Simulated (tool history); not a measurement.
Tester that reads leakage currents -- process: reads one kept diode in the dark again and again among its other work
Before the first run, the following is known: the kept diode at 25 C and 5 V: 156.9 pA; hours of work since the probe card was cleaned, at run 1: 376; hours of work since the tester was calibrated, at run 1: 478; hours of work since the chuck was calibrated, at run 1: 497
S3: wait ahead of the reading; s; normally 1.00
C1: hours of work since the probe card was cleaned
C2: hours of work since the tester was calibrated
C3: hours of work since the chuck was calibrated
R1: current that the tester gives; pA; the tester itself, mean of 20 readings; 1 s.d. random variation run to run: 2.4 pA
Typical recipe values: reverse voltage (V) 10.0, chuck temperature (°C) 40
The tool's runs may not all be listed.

Run 1, hour 0.0: usual settings; C1 376; C2 478; C3 497. Result: R1 819.84 pA.
Run 2, hour 96.5: usual settings; C1 434; C2 537; C3 555. Result: R1 819.61 pA.
Run 3, hour 173.9: usual settings but reverse voltage (V) 2.8; C1 481; C2 584; C3 602. Result: R1 523.86 pA.
Run 4, hour 240.1: usual settings; C1 522; C2 624; C3 643. Result: R1 821.79 pA.
Run 5, hour 322.4: usual settings; C1 572; C2 674; C3 693. Result: R1 822.36 pA.
Run 6, hour 373.0: usual settings but chuck temperature (°C) 22; C1 602; C2 705; C3 723. Result: R1 155.35 pA.
Run 7, hour 479.1: usual settings; C1 667; C2 769; C3 788. Result: R1 824.53 pA.
Run 8, hour 560.9: usual settings but chuck temperature (°C) 36; C1 717; C2 819; C3 838. Result: R1 579.12 pA.
Run 9, hour 686.1: usual settings but chuck temperature (°C) 36; C1 793; C2 895; C3 914. Result: R1 580.59 pA.
Run 10, hour 768.6: usual settings but chuck temperature (°C) 26; C1 843; C2 945; C3 964. Result: R1 230.41 pA.
Run 11, hour 876.4: usual settings; C1 908; C2 1011; C3 1029. Result: R1 833.90 pA.
Run 12, hour 986.9: usual settings but S3 2.09 s; C1 976; C2 1078; C3 1097. Result: R1 834.70 pA.
Run 13, hour 1098.2: usual settings but S3 2.09 s; C1 1043; C2 1146; C3 1164. Result: R1 837.89 pA.
Run 14, hour 1163.4: usual settings but S3 7.43 s; C1 1083; C2 1185; C3 1204. Result: R1 839.94 pA.
Run 15, hour 1276.3: usual settings but S3 7.43 s; C1 1151; C2 1254; C3 1273. Result: R1 841.24 pA.
At hour 1312.8: chuck's temperature calibrated.
Run 16, hour 1356.2: usual settings but S3 7.43 s; C1 1199; C2 1301; C3 26. Result: R1 801.35 pA.
Run 17, hour 1415.1: usual settings but S3 1.17 s; C1 1235; C2 1337; C3 62. Result: R1 806.81 pA.
Run 18, hour 1467.1: usual settings but S3 9.87 s; C1 1266; C2 1369; C3 94. Result: R1 799.50 pA.
Run 19, hour 1561.5: usual settings but reverse voltage (V) 6.6; C1 1324; C2 1426; C3 151. Result: R1 695.57 pA.
Run 20, hour 1663.4: usual settings but S3 0.90 s; C1 1386; C2 1488; C3 213. Result: R1 807.11 pA.
Run 21, hour 1755.6: usual settings but S3 1.68 s; C1 1442; C2 1544; C3 269. Result: R1 809.52 pA.
Run 22, hour 1863.5: usual settings but S3 1.68 s; C1 1507; C2 1610; C3 335. Result: R1 810.14 pA.
Run 23, hour 1921.8: usual settings but reverse voltage (V) 14.8, chuck temperature (°C) 35, S3 6.44 s; C1 1543; C2 1645; C3 370. Result: R1 598.24 pA.
Run 24, hour 1980.3: usual settings but reverse voltage (V) 5.6, chuck temperature (°C) 33; C1 1578; C2 1681; C3 406. Result: R1 352.40 pA.
Run 25, hour 2092.3: usual settings but reverse voltage (V) 5.6, chuck temperature (°C) 33; C1 1646; C2 1749; C3 474. Result: R1 351.41 pA.
Run 26, hour 2193.0: usual settings but reverse voltage (V) 5.6, chuck temperature (°C) 33; C1 1707; C2 1810; C3 535. Result: R1 352.56 pA.
Run 27, hour 2276.0: usual settings but reverse voltage (V) 6.6, S3 1.93 s; C1 1758; C2 1860; C3 585. Result: R1 706.23 pA.
Run 28, hour 2361.8: usual settings but reverse voltage (V) 10.2, chuck temperature (°C) 24, S3 5.69 s; C1 1810; C2 1912; C3 638. Result: R1 187.49 pA.
Run 29, hour 2426.2: usual settings but reverse voltage (V) 10.2, chuck temperature (°C) 24, S3 5.69 s; C1 1849; C2 1952; C3 677. Result: R1 188.28 pA.
Run 30, hour 2514.3: usual settings but reverse voltage (V) 10.2, chuck temperature (°C) 24, S3 5.69 s; C1 1903; C2 2005; C3 730. Result: R1 189.12 pA.
Run 31, hour 2577.1: usual settings but reverse voltage (V) 3.5, chuck temperature (°C) 37, S3 1.03 s; C1 1941; C2 2043; C3 769. Result: R1 433.50 pA.
Run 32, hour 2671.1: usual settings but reverse voltage (V) 3.5, chuck temperature (°C) 37, S3 1.03 s; C1 1998; C2 2100; C3 826. Result: R1 437.16 pA.
Run 33, hour 2773.1: usual settings but reverse voltage (V) 3.0, chuck temperature (°C) 52, S3 0.43 s; C1 2060; C2 2162; C3 888. Result: R1 1492.47 pA.
Run 34, hour 2895.4: usual settings but reverse voltage (V) 3.0, chuck temperature (°C) 52, S3 0.43 s; C1 2134; C2 2237; C3 962. Result: R1 1498.30 pA.
Run 35, hour 2996.0: usual settings but reverse voltage (V) 14.1, chuck temperature (°C) 39, S3 0.43 s; C1 2196; C2 2298; C3 1023. Result: R1 857.86 pA.
Run 36, hour 3105.1: usual settings but reverse voltage (V) 7.2, chuck temperature (°C) 39, S3 0.91 s; C1 2262; C2 2364; C3 1089. Result: R1 683.07 pA.
Run 37, hour 3218.3: usual settings but reverse voltage (V) 9.6, chuck temperature (°C) 39, S3 0.76 s; C1 2331; C2 2433; C3 1158. Result: R1 754.55 pA.
Run 38, hour 3301.0: usual settings but reverse voltage (V) 1.0, S3 0.49 s; C1 2381; C2 2483; C3 1209. Result: R1 369.98 pA.
Run 39, hour 3358.3: usual settings but reverse voltage (V) 1.0, S3 0.49 s; C1 2416; C2 2518; C3 1243. Result: R1 371.06 pA.

Predict each of these 4 candidate next runs independently; none follows another, all start after run 39:
Run A, hour 3416.1: usual settings but reverse voltage (V) 15.3, S3 1.17 s; C1 2451; C2 2553; C3 1279. Result: R1 ?.
Run B, hour 3416.1: usual settings but reverse voltage (V) 8.3, chuck temperature (°C) 31, S3 5.73 s; C1 2451; C2 2553; C3 1279. Result: R1 ?.
Run C, hour 3416.1: usual settings but reverse voltage (V) 9.2, S3 5.68 s; C1 2451; C2 2553; C3 1279. Result: R1 ?.
Run D, hour 3416.1: usual settings but S3 1.34 s; C1 2451; C2 2553; C3 1279. Result: R1 ?.

run      R1
  A  971.57
  B  348.17
  C  815.65
  D  837.05
Take away the tool's hidden state, keep each run's random variation, and the runs would have read:
run      R1
  A  935.98
  B  333.68
  C  786.87
  D  807.38

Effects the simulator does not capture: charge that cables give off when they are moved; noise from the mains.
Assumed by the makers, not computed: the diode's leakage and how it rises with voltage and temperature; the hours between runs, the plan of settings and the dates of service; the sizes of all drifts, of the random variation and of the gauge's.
